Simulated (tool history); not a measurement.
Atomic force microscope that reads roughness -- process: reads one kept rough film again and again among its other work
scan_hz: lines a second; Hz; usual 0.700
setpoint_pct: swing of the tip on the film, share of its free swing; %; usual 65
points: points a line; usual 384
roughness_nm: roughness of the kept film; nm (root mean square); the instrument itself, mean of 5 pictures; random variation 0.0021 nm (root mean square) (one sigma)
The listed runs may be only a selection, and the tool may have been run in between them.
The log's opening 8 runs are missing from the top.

run	hour	scan_hz	setpoint_pct	points	pictures with this tip	hours of work since the height scale was calibrated	roughness_nm
9	70.2	0.700	65	384	260	319	0.462
10	80.2	0.700	65	943	278	326	0.462
11	88.2	1.595	65	384	293	332	0.434
12	95.5	0.549	65	384	306	338	0.455
13	104.9	0.549	86	384	323	345	0.435
14	116.7	0.549	86	384	344	353	0.435
# hour 124.1: new tip fitted
15	126.0	0.549	86	384	4	360	0.451
16	135.5	0.549	86	384	21	367	0.457
17	145.3	2.487	65	384	39	374	0.442
18	153.6	2.487	65	384	54	380	0.440
19	164.6	2.487	84	429	73	388	0.367
20	172.5	3.170	66	382	88	394	0.418
21	182.4	2.933	57	384	105	401	0.449
22	194.4	3.584	68	626	127	410	0.404
23	203.9	0.700	65	537	144	417	0.469
24	215.4	1.387	67	579	165	426	0.450
25	229.0	1.387	67	579	189	436	0.450
26	238.4	1.064	67	975	206	443	0.454
27	250.6	1.064	72	421	228	452	0.447
28	257.4	0.700	64	294	241	457	0.457
29	266.9	0.700	59	567	258	464	0.466
30	276.6	0.700	65	504	275	471	0.460
31	282.6	1.204	75	504	286	475	0.428
32	293.2	1.204	75	504	305	483	0.424
33	305.6	1.204	75	504	327	492	0.427

Alternative continuations, all from the tool just after run 33; predict every row:
A	315.2	1.644	75	504	345	499	?
B	315.2	0.700	63	384	345	499	?
C	315.2	1.204	65	504	345	499	?
D	315.2	0.941	75	639	345	499	?
E	315.2	1.156	65	384	345	499	?

run	roughness_nm
A	0.413
B	0.454
C	0.446
D	0.434
E	0.441
Take away the tool's hidden state, keep each run's random variation, and the runs would have read:
run	roughness_nm
A	0.438
B	0.482
C	0.473
D	0.461
E	0.468
